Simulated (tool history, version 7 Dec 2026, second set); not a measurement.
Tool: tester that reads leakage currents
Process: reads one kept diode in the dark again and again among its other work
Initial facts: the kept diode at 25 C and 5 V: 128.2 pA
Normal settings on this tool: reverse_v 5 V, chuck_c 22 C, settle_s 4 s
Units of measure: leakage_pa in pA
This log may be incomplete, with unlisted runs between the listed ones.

Run 1, hour 0: usual settings. Result: leakage_pa 97.59 pA.
Run 2, hour 40: usual settings but settle_s 0.41 s. Result: leakage_pa 98.09 pA.
Run 3, hour 103.3: usual settings. Result: leakage_pa 98.06 pA.
Run 4, hour 143.9: usual settings. Result: leakage_pa 98.17 pA.
Run 5, hour 184.5: usual settings but chuck_c 52 C. Result: leakage_pa 1417.43 pA.
Run 6, hour 225.6: usual settings but chuck_c 52 C. Result: leakage_pa 1415.19 pA.
Run 7, hour 267.6: usual settings but settle_s 3.67 s. Result: leakage_pa 99.06 pA.
Run 8, hour 332.1: usual settings but reverse_v 4.77 V, chuck_c 24 C. Result: leakage_pa 117.54 pA.
Run 9, hour 405.8: usual settings but reverse_v 1.79 V, chuck_c 23 C. Result: leakage_pa 62.2 pA.
Run 10, hour 488.3: usual settings but reverse_v 1.79 V, chuck_c 20 C, settle_s 1.27 s. Result: leakage_pa 47.13 pA.
Run 11, hour 572.3: usual settings but reverse_v 1.79 V, chuck_c 20 C, settle_s 1.27 s. Result: leakage_pa 47.56 pA.
Run 12, hour 642.5: usual settings but reverse_v 1.79 V, chuck_c 20 C, settle_s 1.27 s. Result: leakage_pa 47.52 pA.
Run 13, hour 705.5: usual settings but reverse_v 1.79 V, chuck_c 20 C, settle_s 1.27 s. Result: leakage_pa 47.68 pA.
Run 14, hour 783: usual settings but reverse_v 1.86 V, chuck_c 28 C, settle_s 1.52 s. Result: leakage_pa 104.68 pA.

What if the next run were any one of these 3? Each begins from the tool's condition after run 14:
Run A, hour 825.3: usual settings but reverse_v 15.6 V, chuck_c 41 C, settle_s 2.66 s. Result: leakage_pa ?.
Run B, hour 825.3: usual settings but reverse_v 1.86 V, chuck_c 24 C, settle_s 3.07 s. Result: leakage_pa ?.
Run C, hour 825.3: usual settings but reverse_v 1.86 V, chuck_c 28 C, settle_s 0.37 s. Result: leakage_pa ?.

run  leakage_pa
  A     1079.17
  B       72.02
  C      105.42
Stripped of hidden state, with their random variation kept, the same runs would have yielded:
run  leakage_pa
  A     1030.21
  B          68
  C      100.14
